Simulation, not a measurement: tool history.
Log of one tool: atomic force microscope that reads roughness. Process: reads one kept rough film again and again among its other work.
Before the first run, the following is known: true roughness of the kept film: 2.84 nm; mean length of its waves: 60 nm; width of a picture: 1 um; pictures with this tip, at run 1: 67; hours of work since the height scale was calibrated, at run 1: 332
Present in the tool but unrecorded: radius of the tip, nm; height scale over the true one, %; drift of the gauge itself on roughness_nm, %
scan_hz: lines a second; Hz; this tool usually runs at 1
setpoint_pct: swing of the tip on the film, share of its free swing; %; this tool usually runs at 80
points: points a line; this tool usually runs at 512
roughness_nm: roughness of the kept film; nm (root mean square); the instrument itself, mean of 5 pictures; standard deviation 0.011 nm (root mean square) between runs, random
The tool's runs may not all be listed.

run	hour	scan_hz	setpoint_pct	points	pictures with this tip	hours of work since the height scale was calibrated	roughness_nm
1	0	1	80	512	67	332	2.641
2	23.7	1	80	512	93	348	2.598
3	41.6	1.74	80	512	113	360	2.502
4	56.6	1.74	80	512	129	369	2.497
5	75.2	1.74	80	512	149	381	2.511
6	90.7	1.74	80	512	166	392	2.472
7	114.3	1.74	80	512	192	407	2.491
# hour 125: new tip fitted
8	138.9	1.74	80	512	16	423	2.577
9	153	1	80	512	31	432	2.632
10	168.2	1	80	512	48	442	2.621
11	194.9	1	80	512	77	459	2.617
12	224.6	1	80	512	109	479	2.591
13	241.8	1	80	512	128	490	2.566
14	261.4	1	80	512	150	503	2.585
15	284.2	1	80	512	175	518	2.522
# hour 311.2: new tip fitted
16	311.8	1	80	512	0	535	2.656
17	334.7	1	80	512	25	550	2.649
18	353.8	1	80	512	46	563	2.597
19	370.9	0.56	73	512	65	574	2.682
20	386.1	0.56	73	512	82	584	2.677
21	400.7	1.13	60	512	98	593	2.683
# hour 403: height scale calibrated on a step standard
22	420.5	1.13	60	512	118	11	2.66
23	434.8	2.01	57	605	134	21	2.611
24	453.5	2.01	57	605	154	33	2.605
25	482.7	3.01	64	584	186	52	2.502
# hour 499.2: new tip fitted
26	511.2	2.04	64	849	13	70	2.659
27	527.4	2.04	64	849	31	81	2.632
# hour 534.8: height scale calibrated on a step standard, once more
28	552.3	2.89	80	298	57	11	2.41
29	577.1	2.89	56	298	84	28	2.636
30	605.1	3.48	74	512	115	46	2.427
31	619.3	0.8	80	338	130	55	2.613
32	637.5	0.57	61	889	150	67	2.681
33	663.2	0.67	80	512	178	84	2.592
34	678.3	1.64	66	771	195	94	2.592
# hour 685.8: new tip fitted
35	694.8	3.65	81	771	10	104	2.362

Selected run-to-run steps in roughness_nm, each split into two signed amounts: the part the tool would show with no hidden state at all (from settings, incoming material and random variation), and the remainder, which goes to the hidden state together with any gauge scatter not common to the measured and the hidden-state-free results:
Run 7 -> 8: new tip fitted. roughness_nm +0.086 nm (root mean square): hidden state +0.095, all else -0.009.
Run 15 -> 16: new tip fitted. roughness_nm +0.134 nm (root mean square): hidden state +0.102, all else +0.032.
Run 27 -> 28: scan_hz 2.04 -> 2.89, setpoint_pct 64 -> 80, points 849 -> 298, height scale calibrated on a step standard, once more. roughness_nm -0.222 nm (root mean square): hidden state +0.009, all else -0.231.
Run 28 -> 29: setpoint_pct 80 -> 56. roughness_nm +0.226 nm (root mean square): hidden state -0.02, all else +0.246.
Run 34 -> 35: scan_hz 1.64 -> 3.65, setpoint_pct 66 -> 81, new tip fitted. roughness_nm -0.23 nm (root mean square): hidden state +0.11, all else -0.34.
